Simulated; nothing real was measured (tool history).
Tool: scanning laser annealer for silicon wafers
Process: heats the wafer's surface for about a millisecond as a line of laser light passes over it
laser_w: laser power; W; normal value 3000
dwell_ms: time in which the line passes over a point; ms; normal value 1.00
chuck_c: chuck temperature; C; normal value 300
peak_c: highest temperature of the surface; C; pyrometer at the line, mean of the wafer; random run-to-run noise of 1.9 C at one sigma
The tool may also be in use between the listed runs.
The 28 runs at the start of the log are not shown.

run,hour,laser_w,dwell_ms,chuck_c,peak_c
29,891.9,2686,1.22,284,1064
30,927.0,3179,0.83,269,1068
31,949.1,3000,0.82,331,1070
32,977.4,3000,0.82,331,1068
33,1000.1,3000,0.82,331,1069
34,1018.5,3000,1.18,300,1168
35,1039.3,3000,1.18,300,1165
36,1070.7,2819,0.88,282,983
37,1095.9,3000,1.00,316,1118
38,1137.6,3000,1.00,316,1115
39,1170.6,3000,1.00,334,1129
40,1213.9,3058,1.15,329,1194

Consider 5 possible next runs. They are alternatives, not a sequence: every one starts from the tool as it was left by run 40. What does each give?
A,1251.4,3000,0.77,300,?
B,1251.4,2992,1.10,329,?
C,1251.4,2651,1.00,284,?
D,1251.4,2743,1.06,268,?
E,1251.4,3212,1.19,270,?

run,peak_c
A,1003
B,1150
C,964
D,998
E,1198
With no hidden state in the tool, these same runs would have given:
run,peak_c
A,1054
B,1210
C,1014
D,1052
E,1266
